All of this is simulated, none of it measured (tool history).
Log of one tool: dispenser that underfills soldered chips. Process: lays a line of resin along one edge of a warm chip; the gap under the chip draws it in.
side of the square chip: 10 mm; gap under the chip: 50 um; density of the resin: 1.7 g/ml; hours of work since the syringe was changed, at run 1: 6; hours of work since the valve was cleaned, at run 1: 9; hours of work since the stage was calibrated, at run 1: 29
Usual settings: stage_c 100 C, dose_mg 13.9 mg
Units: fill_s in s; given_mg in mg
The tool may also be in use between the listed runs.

run    day  stage_c  dose_mg  hours of work since the syringe was changed  hours of work since the valve was cleaned  hours of work since the stage was calibrated  fill_s  given_mg
  1      0      100     13.9                                            6                                          9                                            29    87.5     13.88
  2  0.212      100     13.9                                            9                                         12                                            32   114.9     13.92
       0.4  -- new syringe of resin
  3  0.429      100     13.9                                            0                                         15                                            35      53     13.65
  4    0.6      100     15.8                                            3                                         18                                            38    66.7     15.75
  5  0.746      100     13.6                                            5                                         20                                            40    84.1     13.64
  6    0.9      100     13.9                                            8                                         22                                            42     103     13.84
  7  1.071      100     13.9                                           10                                         25                                            45   129.2     13.83
     1.175  -- new syringe of resin
  8  1.262      100     13.9                                            1                                         28                                            48    60.6     13.69
  9  1.425      100     13.9                                            4                                         30                                            50    73.8     13.63
 10  1.562      100     13.9                                            6                                         32                                            52    90.1      13.8
 11  1.779      100     13.9                                            9                                         36                                            56     121     13.75
     1.958  -- new syringe of resin
 12  2.025      100     13.9                                            1                                         39                                            59    56.3     13.72
 13  2.258      105     12.3                                            5                                         43                                            63    64.4     12.08
 14  2.471      105     12.3                                            8                                         46                                            66    85.4     12.07
 15  2.708      100     13.4                                           11                                         50                                            70   148.2     13.22
     2.738  -- new syringe of resin
 16    2.9       98     13.2                                            3                                         53                                            72    70.7     12.94
 17  3.046      100     14.7                                            5                                         55                                            75      78     14.43
 18  3.267      100     14.7                                            8                                         58                                            78   103.5     14.45
     3.521  -- new syringe of resin
 19  3.521       92     17.3                                            0                                         62                                            82    73.7     16.98
 20   3.75      102     16.1                                            4                                         65                                            85      64     15.74
 21  3.971       92     14.5                                            7                                         69                                            89   140.9     14.24
 22  4.092      103     14.2                                            9                                         71                                            91   100.3     13.89
 23  4.204      100       16                                           10                                         72                                            92   130.9     15.71
     4.304  -- new syringe of resin
 24  4.333      100     13.7                                            0                                         74                                            94    55.5     13.41

How the hidden state differs across the entries between the runs, from the last listed run before each to the first after it:
Between runs 2 and 3: new syringe of resin (day 0.4)
  resin's viscosity, % of fresh resin's: 225.2 -> 103.6; dose that the valve gives, % of what is set: 99.63 -> 99.53; true chip temperature over the reading, C: -0.22 -> -0.24
  measured less the result without the state, fill_s: +64.5 -> +2.4 s; given_mg: -0.05 -> -0.06 mg
Between runs 7 and 8: new syringe of resin (day 1.175)
  resin's viscosity, % of fresh resin's: 249.5 -> 114.9; dose that the valve gives, % of what is set: 99.22 -> 99.14; true chip temperature over the reading, C: -0.29 -> -0.31
  measured less the result without the state, fill_s: +78 -> +8.7 s; given_mg: -0.11 -> -0.12 mg
Between runs 11 and 12: new syringe of resin (day 1.958)
  resin's viscosity, % of fresh resin's: 233.5 -> 108.8; dose that the valve gives, % of what is set: 98.9 -> 98.78; true chip temperature over the reading, C: -0.35 -> -0.37
  measured less the result without the state, fill_s: +69.9 -> +5.5 s; given_mg: -0.15 -> -0.17 mg
Between runs 15 and 16: new syringe of resin (day 2.738)
  resin's viscosity, % of fresh resin's: 277.1 -> 122.2; dose that the valve gives, % of what is set: 98.45 -> 98.37; true chip temperature over the reading, C: -0.43 -> -0.44
  measured less the result without the state, fill_s: +95.6 -> +14.1 s; given_mg: -0.21 -> -0.21 mg
Between runs 18 and 19: new syringe of resin (day 3.521)
  resin's viscosity, % of fresh resin's: 201.9 -> 99; dose that the valve gives, % of what is set: 98.19 -> 98.07; true chip temperature over the reading, C: -0.47 -> -0.49
  measured less the result without the state, fill_s: +53.6 -> +1 s; given_mg: -0.27 -> -0.33 mg
Between runs 23 and 24: new syringe of resin (day 4.304)
  resin's viscosity, % of fresh resin's: 252.4 -> 103.7; dose that the valve gives, % of what is set: 97.74 -> 97.68; true chip temperature over the reading, C: -0.55 -> -0.56
  measured less the result without the state, fill_s: +80.8 -> +3.5 s; given_mg: -0.36 -> -0.31 mg

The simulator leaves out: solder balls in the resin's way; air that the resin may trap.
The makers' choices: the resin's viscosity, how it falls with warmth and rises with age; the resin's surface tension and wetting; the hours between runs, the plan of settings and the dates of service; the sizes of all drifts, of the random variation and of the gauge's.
